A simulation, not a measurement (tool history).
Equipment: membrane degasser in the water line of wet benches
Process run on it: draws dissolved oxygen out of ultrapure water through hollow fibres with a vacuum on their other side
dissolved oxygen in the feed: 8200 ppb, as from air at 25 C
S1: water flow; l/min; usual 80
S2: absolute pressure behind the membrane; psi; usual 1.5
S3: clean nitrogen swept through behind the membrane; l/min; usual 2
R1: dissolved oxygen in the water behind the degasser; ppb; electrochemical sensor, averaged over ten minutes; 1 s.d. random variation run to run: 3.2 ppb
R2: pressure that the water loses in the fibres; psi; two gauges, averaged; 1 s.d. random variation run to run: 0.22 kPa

run,hour,S1,S2,S3,R1,R2
1,0.0,80,1.5,2,525.1,7.749
2,72.9,80,1.5,2,528.2,7.775
3,206.8,80,1.5,2,521.8,7.802
4,278.5,63,1.5,2,430.8,6.128
5,352.9,80,1.5,2,529.2,7.754
6,473.0,80,1.5,2,524.6,7.819
7,602.5,80,1.5,2,521.3,7.860
8,716.4,88,1.5,2,570.2,8.554
9,837.8,70,1.6,2,536.0,6.853
10,929.4,70,1.6,2,536.1,6.840
11,1051.5,70,1.6,2,544.2,6.836
12,1137.6,78,1.5,2,513.8,7.655
13,1298.6,63,1.5,2,430.5,6.187
14,1395.0,63,1.5,2,431.9,6.187

Estimate the outcome of run 15 from the log above:
15,1555.1,63,1.5,2,?,?

{"run 15": {"R1": 433.2, "R2": 6.202}}
Were there no unlogged condition in the tool, this run, its random variation unchanged, would have produced R1 432.4 ppb, R2 6.092 psi.

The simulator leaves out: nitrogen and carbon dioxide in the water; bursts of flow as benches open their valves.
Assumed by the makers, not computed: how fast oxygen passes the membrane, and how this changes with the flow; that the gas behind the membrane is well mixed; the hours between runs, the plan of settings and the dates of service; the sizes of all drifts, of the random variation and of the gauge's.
